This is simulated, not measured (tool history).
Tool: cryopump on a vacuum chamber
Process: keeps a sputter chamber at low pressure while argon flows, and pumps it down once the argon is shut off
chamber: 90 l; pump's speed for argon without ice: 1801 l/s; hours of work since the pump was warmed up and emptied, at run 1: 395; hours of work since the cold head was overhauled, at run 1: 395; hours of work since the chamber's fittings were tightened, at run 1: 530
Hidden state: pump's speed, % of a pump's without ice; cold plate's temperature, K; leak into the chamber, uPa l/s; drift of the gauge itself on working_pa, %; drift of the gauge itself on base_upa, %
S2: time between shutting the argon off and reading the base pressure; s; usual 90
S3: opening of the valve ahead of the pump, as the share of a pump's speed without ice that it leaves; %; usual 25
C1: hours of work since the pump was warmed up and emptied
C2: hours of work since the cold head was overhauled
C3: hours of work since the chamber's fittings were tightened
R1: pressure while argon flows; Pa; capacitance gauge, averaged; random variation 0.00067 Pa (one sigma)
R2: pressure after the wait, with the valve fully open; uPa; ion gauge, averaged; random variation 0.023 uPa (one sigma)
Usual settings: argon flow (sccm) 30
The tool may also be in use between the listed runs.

Run 1, hour 0: usual settings; C1 395; C2 395; C3 530. Result: R1 0.1191 Pa, R2 1.03 uPa.
Run 2, hour 12: usual settings; C1 401; C2 401; C3 537. Result: R1 0.1189 Pa, R2 1.02 uPa.
Run 3, hour 20.9: usual settings; C1 406; C2 406; C3 542. Result: R1 0.1178 Pa, R2 1.06 uPa.
Run 4, hour 30: usual settings; C1 411; C2 411; C3 547. Result: R1 0.1186 Pa, R2 1.06 uPa.
Run 5, hour 41.9: usual settings; C1 417; C2 417; C3 553. Result: R1 0.1189 Pa, R2 1.02 uPa.
Run 6, hour 50.1: usual settings but argon flow (sccm) 31; C1 422; C2 422; C3 558. Result: R1 0.1226 Pa, R2 1.05 uPa.
Run 7, hour 68.4: usual settings; C1 432; C2 432; C3 568. Result: R1 0.1195 Pa, R2 1.08 uPa.
Run 8, hour 77.3: usual settings but S2 54 s; C1 437; C2 437; C3 572. Result: R1 0.1182 Pa, R2 1.46 uPa.
Run 9, hour 94.9: usual settings but argon flow (sccm) 33, S2 54 s; C1 446; C2 446; C3 582. Result: R1 0.1317 Pa, R2 1.45 uPa.
Run 10, hour 111: usual settings but argon flow (sccm) 33, S2 54 s; C1 455; C2 455; C3 591. Result: R1 0.1315 Pa, R2 1.43 uPa.
Run 11, hour 119.9: usual settings but argon flow (sccm) 33, S2 54 s; C1 460; C2 460; C3 595. Result: R1 0.1296 Pa, R2 1.45 uPa.
Run 12, hour 132.4: usual settings but argon flow (sccm) 33, S2 54 s; C1 466; C2 466; C3 602. Result: R1 0.1306 Pa, R2 1.43 uPa.
Run 13, hour 141.4: usual settings but argon flow (sccm) 44; C1 471; C2 471; C3 607. Result: R1 0.1761 Pa, R2 1.09 uPa.
Run 14, hour 153.3: usual settings but argon flow (sccm) 44; C1 478; C2 478; C3 614. Result: R1 0.1755 Pa, R2 1.05 uPa.
Run 15, hour 164: usual settings; C1 484; C2 484; C3 619. Result: R1 0.1202 Pa, R2 1.07 uPa.
Run 16, hour 177.7: usual settings; C1 491; C2 491; C3 627. Result: R1 0.1209 Pa, R2 1.05 uPa.
Run 17, hour 194.1: usual settings but S2 49 s; C1 500; C2 500; C3 636. Result: R1 0.1202 Pa, R2 1.54 uPa.
Run 18, hour 207.9: usual settings but S2 49 s; C1 507; C2 507; C3 643. Result: R1 0.12 Pa, R2 1.59 uPa.
Run 19, hour 223.4: usual settings but argon flow (sccm) 37, S2 69 s, S3 19 %; C1 516; C2 516; C3 652. Result: R1 0.1935 Pa, R2 1.22 uPa.
Run 20, hour 239.7: usual settings but S2 99 s, S3 21 %; C1 525; C2 525; C3 660. Result: R1 0.1411 Pa, R2 1.08 uPa.
Run 21, hour 255.2: usual settings but S2 48 s, S3 52 %; C1 533; C2 533; C3 669. Result: R1 0.0625 Pa, R2 1.61 uPa.
Run 22, hour 264: usual settings but S2 48 s, S3 52 %; C1 538; C2 538; C3 674. Result: R1 0.0614 Pa, R2 1.6 uPa.
Run 23, hour 272.3: usual settings but S2 66 s, S3 52 %; C1 542; C2 542; C3 678. Result: R1 0.0625 Pa, R2 1.37 uPa.
Run 24, hour 285.8: usual settings but S2 156 s, S3 41 %; C1 550; C2 550; C3 685. Result: R1 0.0762 Pa, R2 0.91 uPa.
Run 25, hour 302.7: usual settings but S2 156 s, S3 41 %; C1 559; C2 559; C3 695. Result: R1 0.0771 Pa, R2 0.9 uPa.
Run 26, hour 321.1: usual settings but argon flow (sccm) 33, S2 193 s, S3 46 %; C1 569; C2 569; C3 705. Result: R1 0.0756 Pa, R2 0.83 uPa.
Run 27, hour 330.2: usual settings but argon flow (sccm) 33, S2 193 s, S3 46 %; C1 574; C2 574; C3 710. Result: R1 0.0767 Pa, R2 0.85 uPa.
Run 28, hour 340.3: usual settings but argon flow (sccm) 37, S2 64 s, S3 20 %; C1 579; C2 579; C3 715. Result: R1 0.1853 Pa, R2 1.37 uPa.
Run 29, hour 357.6: usual settings but argon flow (sccm) 51, S2 124 s, S3 43 %; C1 589; C2 589; C3 724. Result: R1 0.1276 Pa, R2 1 uPa.
Run 30, hour 372.9: usual settings but argon flow (sccm) 18, S3 21 %; C1 597; C2 597; C3 733. Result: R1 0.0853 Pa, R2 1.14 uPa.
Run 31, hour 388.9: usual settings but argon flow (sccm) 27, S2 29 s, S3 46 %; C1 606; C2 606; C3 741. Result: R1 0.0638 Pa, R2 2.39 uPa.
Run 32, hour 404.5: usual settings but argon flow (sccm) 16, S2 29 s, S3 46 %; C1 614; C2 614; C3 750. Result: R1 0.038 Pa, R2 2.42 uPa.
Run 33, hour 422: usual settings but argon flow (sccm) 12, S3 30 %; C1 624; C2 624; C3 759. Result: R1 0.0405 Pa, R2 1.22 uPa.
Run 34, hour 437: usual settings but argon flow (sccm) 23, S3 41 %; C1 632; C2 632; C3 768. Result: R1 0.0592 Pa, R2 1.21 uPa.

Forecast each of these 3 alternatives for the next run:
Run A, hour 452.8: usual settings but S3 34 %; C1 640; C2 640; C3 776. Result: R1 ?, R2 ?.
Run B, hour 452.8: usual settings but argon flow (sccm) 28, S3 22 %; C1 640; C2 640; C3 776. Result: R1 ?, R2 ?.
Run C, hour 452.8: usual settings but argon flow (sccm) 33, S2 40 s, S3 56 %; C1 640; C2 640; C3 776. Result: R1 ?, R2 ?.

run      R1    R2
  A  0.0927  1.18
  B  0.1292  1.21
  C   0.065   1.9
Without the tool's hidden state the same runs would have given:
run      R1    R2
  A  0.0827  0.73
  B  0.1199  0.75
  C  0.0541  1.46
